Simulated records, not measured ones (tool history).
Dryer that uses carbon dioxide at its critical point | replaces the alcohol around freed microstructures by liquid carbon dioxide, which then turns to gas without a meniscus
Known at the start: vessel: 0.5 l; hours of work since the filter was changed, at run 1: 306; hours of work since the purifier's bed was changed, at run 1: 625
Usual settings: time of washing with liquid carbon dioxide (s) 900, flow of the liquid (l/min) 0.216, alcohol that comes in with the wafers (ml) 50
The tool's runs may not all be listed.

run    hour  time of washing with liquid carbon dioxide (s)  flow of the liquid (l/min)  alcohol that comes in with the wafers (ml)  hours of work since the filter was changed  hours of work since the purifier's bed was changed  alcohol left in the vessel before it's heated (ppm by volume)
  1     0.0                                             900                       0.216                                          50                                         306                                                 625                                                            833
  2    47.2                                             900                       0.216                                          50                                         322                                                 642                                                            888
  3    74.6                                             900                       0.216                                          50                                         331                                                 651                                                            951
      122.5  -- inlet filter changed
  4   124.8                                             900                       0.216                                          50                                           1                                                 668                                                            430
  5   170.1                                             900                       0.216                                          50                                          16                                                 683                                                            436
  6   222.5                                             900                       0.216                                          50                                          34                                                 701                                                            458
  7   254.1                                             660                       0.216                                          50                                          45                                                 712                                                           1716
  8   287.3                                             900                       0.216                                          50                                          56                                                 723                                                            494
  9   318.6                                             900                       0.191                                          50                                          67                                                 733                                                            833
 10   364.3                                             900                       0.310                                          50                                          82                                                 749                                                            167
 11   392.3                                             900                       0.310                                          50                                          92                                                 759                                                            173
 12   443.1                                             900                       0.310                                          50                                         109                                                 776                                                            176
 13   505.5                                             900                       0.310                                          50                                         130                                                 797                                                            180
 14   542.0                                             900                       0.310                                          50                                         143                                                 809                                                            180
 15   584.3                                             900                       0.216                                          50                                         157                                                 824                                                            624
 16   629.1                                             900                       0.216                                          50                                         172                                                 839                                                            652
 17   680.2                                             900                       0.295                                          50                                         190                                                 856                                                            228
 18   706.2                                             900                       0.295                                          50                                         198                                                 865                                                            230
 19   767.9                                             900                       0.216                                          50                                         219                                                 886                                                            753
 20   797.3                                             900                       0.216                                          50                                         229                                                 896                                                            750
 21   849.3                                             900                       0.216                                          50                                         247                                                 914                                                            797
 22   885.0                                             900                       0.216                                          50                                         259                                                 926                                                            805
 23   915.4                                             900                       0.216                                          50                                         270                                                 936                                                            871
 24   946.5                                            1140                       0.332                                          27                                         280                                                 947                                                            152
 25   980.3                                            1140                       0.332                                          27                                         292                                                 958                                                            166
 26  1036.8                                             720                       0.164                                          27                                         311                                                 978                                                           2931
 27  1082.8                                             840                       0.216                                          34                                         327                                                 993                                                            898
 28  1137.2                                             540                       0.304                                         115                                         345                                                1012                                                           4509
     1142.7  -- inlet filter changed
 29  1197.3                                             900                       0.336                                          50                                          19                                                1032                                                            182
 30  1224.8                                             600                       0.289                                          50                                          28                                                1041                                                            825
 31  1285.8                                             600                       0.289                                          50                                          49                                                1062                                                            859
 32  1325.9                                             540                       0.261                                          51                                          62                                                1076                                                           1980
 33  1371.1                                             540                       0.130                                          74                                          78                                                1091                                                          19406
 34  1419.8                                             540                       0.130                                          37                                          94                                                1108                                                           9974
 35  1452.5                                             540                       0.327                                          53                                         105                                                1119                                                            997
 36  1506.0                                             900                       0.132                                          73                                         124                                                1137                                                           5164
 37  1551.6                                             900                       0.132                                          73                                         139                                                1152                                                           5271
 38  1582.4                                            1320                       0.213                                         103                                         150                                                1163                                                            285
 39  1612.5                                             780                       0.245                                         103                                         160                                                1173                                                           1352
 40  1670.8                                             780                       0.210                                          38                                         180                                                1193                                                           1181
 41  1723.6                                             660                       0.216                                         108                                         198                                                1211                                                           5133
 42  1757.8                                             960                       0.168                                          37                                         209                                                1223                                                           1199
 43  1802.2                                             960                       0.168                                          37                                         224                                                1238                                                           1226
 44  1865.7                                            1140                       0.306                                          25                                         246                                                1259                                                            210
 45  1892.8                                            1140                       0.306                                          25                                         255                                                1268                                                            214
 46  1925.6                                             540                       0.271                                          76                                         266                                                1280                                                           3887

Measured less the same run without the tool's hidden state. The same run-to-run variation is in both; the gauge's scatter may not be:
The hidden state here: flow that reaches the vessel past the clogged filter, %; alcohol in the recycled carbon dioxide, ppm; drift of the gauge itself on alcohol_ppm, %.
run  alcohol left in the vessel before it's heated (ppm by volume)
  1                                                           +534
  2                                                           +578
  3                                                           +622
  4                                                           +114
  5                                                           +127
  6                                                           +151
  7                                                           +279
  8                                                           +177
  9                                                           +240
 10                                                           +132
 11                                                           +136
 12                                                           +140
 13                                                           +145
 14                                                           +149
 15                                                           +315
 16                                                           +345
 17                                                           +182
 18                                                           +183
 19                                                           +436
 20                                                           +444
 21                                                           +493
 22                                                           +501
 23                                                           +555
 24                                                           +148
 25                                                           +157
 26                                                          +1383
 27                                                           +600
 28                                                          +2694
 29                                                           +164
 30                                                           +221
 31                                                           +258
 32                                                           +420
 33                                                          +1853
 34                                                          +1198
 35                                                           +388
 36                                                          +1241
 37                                                          +1386
 38                                                           +230
 39                                                           +629
 40                                                           +564
 41                                                          +1963
 42                                                           +604
 43                                                           +646
 44                                                           +198
 45                                                           +210
 46                                                          +1872
